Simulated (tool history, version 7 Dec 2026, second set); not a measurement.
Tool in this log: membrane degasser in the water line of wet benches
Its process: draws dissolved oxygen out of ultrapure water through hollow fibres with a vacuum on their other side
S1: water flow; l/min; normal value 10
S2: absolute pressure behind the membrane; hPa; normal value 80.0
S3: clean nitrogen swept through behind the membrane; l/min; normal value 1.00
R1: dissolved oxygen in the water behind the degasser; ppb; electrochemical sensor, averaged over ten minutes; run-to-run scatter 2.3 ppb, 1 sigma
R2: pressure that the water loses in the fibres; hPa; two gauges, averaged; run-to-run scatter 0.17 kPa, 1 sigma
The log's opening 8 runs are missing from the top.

| run | hour | S1 | S2 | S3 | R1 | R2 |
|---|---|---|---|---|---|---|
| 9 | 2057.5 | 10 | 80.0 | 1.00 | 228.1 | 246.2 |
| 10 | 2263.6 | 10 | 80.0 | 1.00 | 231.5 | 251.8 |
| 11 | 2425.5 | 10 | 80.0 | 1.00 | 229.1 | 251.2 |
| 12 | 2779.5 | 12 | 80.0 | 1.00 | 301.8 | 297.3 |
| 13 | 3072.3 | 12 | 80.0 | 1.00 | 298.9 | 304.7 |
| 14 | 3300.6 | 10 | 80.0 | 1.00 | 230.3 | 246.9 |
| 15 | 3484.6 | 10 | 80.0 | 0.66 | 281.4 | 251.0 |
| 16 | 3823.2 | 10 | 80.0 | 0.66 | 279.5 | 250.0 |
| 17 | 4025.9 | 10 | 80.0 | 0.75 | 266.2 | 251.1 |
|  | 4368.4 | seals of the vacuum lines changed |
| 18 | 4381.4 | 10 | 80.0 | 0.75 | 260.9 | 249.9 |
| 19 | 4569.3 | 9 | 80.0 | 0.44 | 309.8 | 224.2 |
| 20 | 4877.3 | 16 | 85.7 | 1.00 | 468.4 | 399.3 |
| 21 | 5042.3 | 13 | 80.0 | 0.47 | 470.9 | 328.2 |
| 22 | 5290.6 | 15 | 153.3 | 2.05 | 463.9 | 373.1 |
| 23 | 5590.7 | 15 | 177.2 | 1.60 | 559.5 | 373.3 |
| 24 | 5786.9 | 13 | 55.4 | 1.00 | 269.6 | 321.2 |
| 25 | 5956.9 | 10 | 138.2 | 0.74 | 436.7 | 250.1 |
| 26 | 6115.2 | 10 | 138.2 | 1.13 | 336.2 | 248.1 |
| 27 | 6380.7 | 11 | 138.2 | 1.13 | 377.9 | 273.3 |
| 28 | 6617.4 | 11 | 132.4 | 0.91 | 419.2 | 272.8 |
| 29 | 6766.6 | 10 | 74.6 | 1.00 | 220.2 | 249.6 |
| 30 | 6988.7 | 6 | 145.6 | 1.00 | 198.1 | 150.8 |
| 31 | 7208.3 | 9 | 58.2 | 1.81 | 128.1 | 224.3 |
| 32 | 7426.5 | 10 | 67.6 | 2.08 | 159.8 | 244.8 |

Branching from run 32: 4 alternative next runs. What would each branch give?
| A | 7731.0 | 10 | 89.0 | 2.08 | ? | ? |
| B | 7731.0 | 10 | 59.2 | 1.00 | ? | ? |
| C | 7731.0 | 10 | 80.0 | 0.44 | ? | ? |
| D | 7731.0 | 10 | 52.6 | 0.54 | ? | ? |

| run | R1 | R2 |
|---|---|---|
| A | 181.9 | 248.8 |
| B | 185.8 | 251.6 |
| C | 345.3 | 248.0 |
| D | 203.6 | 248.4 |
Stripped of hidden state, with their random variation kept, the same runs would have yielded:
| run | R1 | R2 |
|---|---|---|
| A | 181.6 | 248.7 |
| B | 185.4 | 251.5 |
| C | 344.9 | 247.9 |
| D | 203.1 | 248.3 |
